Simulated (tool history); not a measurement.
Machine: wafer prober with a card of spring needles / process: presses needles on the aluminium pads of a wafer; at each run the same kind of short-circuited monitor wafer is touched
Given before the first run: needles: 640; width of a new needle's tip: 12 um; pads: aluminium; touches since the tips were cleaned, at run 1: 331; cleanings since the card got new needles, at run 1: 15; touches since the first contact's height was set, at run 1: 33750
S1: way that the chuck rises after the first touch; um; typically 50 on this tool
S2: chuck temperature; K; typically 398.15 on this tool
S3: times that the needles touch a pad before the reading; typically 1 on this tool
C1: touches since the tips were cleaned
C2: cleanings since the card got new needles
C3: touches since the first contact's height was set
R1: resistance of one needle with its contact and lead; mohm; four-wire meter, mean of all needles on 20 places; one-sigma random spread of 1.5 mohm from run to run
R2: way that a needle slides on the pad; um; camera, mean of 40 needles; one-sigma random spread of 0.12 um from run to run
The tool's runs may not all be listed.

{"run": 1, "hour": 0.0, "S1": 50, "S2": 398.15, "S3": 1, "C1": 331, "C2": 15, "C3": 33750, "R1": 147, "R2": 8.55}
{"hour": 8.4, "done": "tips cleaned on abrasive film"}
{"hour": 16.8, "done": "tips cleaned on abrasive film"}
{"hour": 25.2, "done": "tips cleaned on abrasive film"}
{"hour": 33.6, "done": "tips cleaned on abrasive film"}
{"run": 2, "hour": 37.3, "S1": 50, "S2": 398.15, "S3": 2, "C1": 930, "C2": 19, "C3": 43004, "R1": 141, "R2": 8.45}
{"hour": 43.6, "done": "tips cleaned on abrasive film"}
{"hour": 52.0, "done": "tips cleaned on abrasive film"}
{"hour": 60.4, "done": "tips cleaned on abrasive film"}
{"hour": 68.8, "done": "tips cleaned on abrasive film"}
{"hour": 77.2, "done": "tips cleaned on abrasive film"}
{"hour": 85.6, "done": "tips cleaned on abrasive film"}
{"hour": 94.0, "done": "tips cleaned on abrasive film"}
{"run": 3, "hour": 98.9, "S1": 50, "S2": 398.15, "S3": 2, "C1": 1221, "C2": 26, "C3": 58271, "R1": 147, "R2": 8.7}
{"hour": 103.1, "done": "tips cleaned on abrasive film"}
{"hour": 113.6, "done": "tips cleaned on abrasive film"}
{"hour": 122.0, "done": "tips cleaned on abrasive film"}
{"hour": 130.4, "done": "tips cleaned on abrasive film"}
{"hour": 138.8, "done": "tips cleaned on abrasive film"}
{"hour": 147.2, "done": "tips cleaned on abrasive film"}
{"run": 4, "hour": 153.2, "S1": 45, "S2": 398.15, "S3": 1, "C1": 1513, "C2": 32, "C3": 71751, "R1": 165, "R2": 7.67}
{"hour": 157.5, "done": "tips cleaned on abrasive film"}
{"hour": 165.9, "done": "tips cleaned on abrasive film"}
{"hour": 174.3, "done": "tips cleaned on abrasive film"}
{"hour": 182.7, "done": "tips cleaned on abrasive film"}
{"hour": 193.2, "done": "tips cleaned on abrasive film"}
{"hour": 201.6, "done": "tips cleaned on abrasive film"}
{"hour": 210.0, "done": "tips cleaned on abrasive film"}
{"hour": 220.4, "done": "tips cleaned on abrasive film"}
{"run": 5, "hour": 221.6, "S1": 45, "S2": 398.15, "S3": 1, "C1": 284, "C2": 40, "C3": 88683, "R1": 149, "R2": 7.53}
{"hour": 230.0, "done": "tips cleaned on abrasive film"}
{"hour": 238.4, "done": "tips cleaned on abrasive film"}
{"hour": 248.8, "done": "tips cleaned on abrasive film"}
{"hour": 257.2, "done": "tips cleaned on abrasive film"}
{"run": 6, "hour": 257.9, "S1": 50, "S2": 398.15, "S3": 1, "C1": 155, "C2": 44, "C3": 97682, "R1": 140, "R2": 8.28}
{"hour": 266.3, "done": "tips cleaned on abrasive film"}
{"hour": 274.7, "done": "tips cleaned on abrasive film"}
{"hour": 285.1, "done": "tips cleaned on abrasive film, once more"}
{"hour": 293.5, "done": "tips cleaned on abrasive film"}
{"hour": 304.0, "done": "tips cleaned on abrasive film"}
{"hour": 312.4, "done": "tips cleaned on abrasive film"}
{"run": 7, "hour": 316.9, "S1": 56, "S2": 332.15, "S3": 1, "C1": 1133, "C2": 50, "C3": 112343, "R1": 141, "R2": 9.25}
{"hour": 321.2, "done": "tips cleaned on abrasive film"}
{"hour": 329.6, "done": "tips cleaned on abrasive film"}
{"hour": 338.0, "done": "tips cleaned on abrasive film"}
{"hour": 346.4, "done": "tips cleaned on abrasive film"}
{"hour": 356.9, "done": "tips cleaned on abrasive film"}
{"run": 8, "hour": 362.3, "S1": 66, "S2": 398.15, "S3": 2, "C1": 1366, "C2": 55, "C3": 123598, "R1": 144, "R2": 11.11}
{"hour": 366.6, "done": "tips cleaned on abrasive film"}
{"hour": 375.0, "done": "tips cleaned on abrasive film"}
{"hour": 385.4, "done": "tips cleaned on abrasive film"}
{"hour": 395.9, "done": "tips cleaned on abrasive film"}
{"hour": 404.3, "done": "tips cleaned on abrasive film"}
{"hour": 412.7, "done": "tips cleaned on abrasive film"}
{"hour": 423.2, "done": "tips cleaned on abrasive film"}
{"run": 9, "hour": 424.3, "S1": 63, "S2": 340.15, "S3": 2, "C1": 274, "C2": 62, "C3": 138960, "R1": 130, "R2": 10.47}
{"hour": 432.7, "done": "tips cleaned on abrasive film"}
{"hour": 443.1, "done": "tips cleaned on abrasive film"}
{"hour": 451.5, "done": "tips cleaned on abrasive film"}
{"run": 10, "hour": 454.0, "S1": 63, "S2": 340.15, "S3": 2, "C1": 606, "C2": 65, "C3": 146330, "R1": 131, "R2": 10.19}
{"hour": 460.3, "done": "tips cleaned on abrasive film"}
{"hour": 468.7, "done": "tips cleaned on abrasive film"}
{"hour": 477.1, "done": "tips cleaned on abrasive film"}
{"hour": 485.5, "done": "tips cleaned on abrasive film"}
{"hour": 493.9, "done": "tips cleaned on abrasive film"}
{"run": 11, "hour": 497.6, "S1": 63, "S2": 340.15, "S3": 2, "C1": 942, "C2": 70, "C3": 157153, "R1": 133, "R2": 10.23}
{"hour": 504.0, "done": "tips cleaned on abrasive film"}
{"hour": 514.4, "done": "tips cleaned on abrasive film"}
{"hour": 522.8, "done": "tips cleaned on abrasive film"}
{"hour": 533.3, "done": "tips cleaned on abrasive film"}
{"hour": 543.8, "done": "tips cleaned on abrasive film"}
{"hour": 552.2, "done": "tips cleaned on abrasive film"}
{"hour": 560.6, "done": "tips cleaned on abrasive film"}
{"hour": 569.3, "done": "tips cleaned on abrasive film"}
{"run": 12, "hour": 569.3, "S1": 62, "S2": 398.15, "S3": 3, "C1": 0, "C2": 78, "C3": 174924, "R1": 135, "R2": 10.02}

What if the next run were any one of these 3? Each begins from the tool's condition after run 12:
{"hour": 579.8, "done": "tips cleaned on abrasive film"}
{"hour": 588.2, "done": "tips cleaned on abrasive film"}
{"hour": 596.6, "done": "tips cleaned on abrasive film"}
{"run": "A", "hour": 602.3, "S1": 62, "S2": 333.15, "S3": 2, "C1": 1434, "C2": 81, "C3": 183119, "R1": "?", "R2": "?"}
{"hour": 579.8, "done": "tips cleaned on abrasive film"}
{"hour": 588.2, "done": "tips cleaned on abrasive film"}
{"hour": 596.6, "done": "tips cleaned on abrasive film"}
{"run": "B", "hour": 602.3, "S1": 40, "S2": 299.15, "S3": 3, "C1": 1434, "C2": 81, "C3": 183119, "R1": "?", "R2": "?"}
{"hour": 579.8, "done": "tips cleaned on abrasive film"}
{"hour": 588.2, "done": "tips cleaned on abrasive film"}
{"hour": 596.6, "done": "tips cleaned on abrasive film"}
{"run": "C", "hour": 602.3, "S1": 50, "S2": 369.15, "S3": 1, "C1": 1434, "C2": 81, "C3": 183119, "R1": "?", "R2": "?"}

run=A R1=137 R2=9.95
run=B R1=143 R2=6.18
run=C R1=160 R2=8.03
Without the tool's unlogged condition, the same runs would have read:
run=A R1=125 R2=10.81
run=B R1=123 R2=7.04
run=C R1=130 R2=8.9
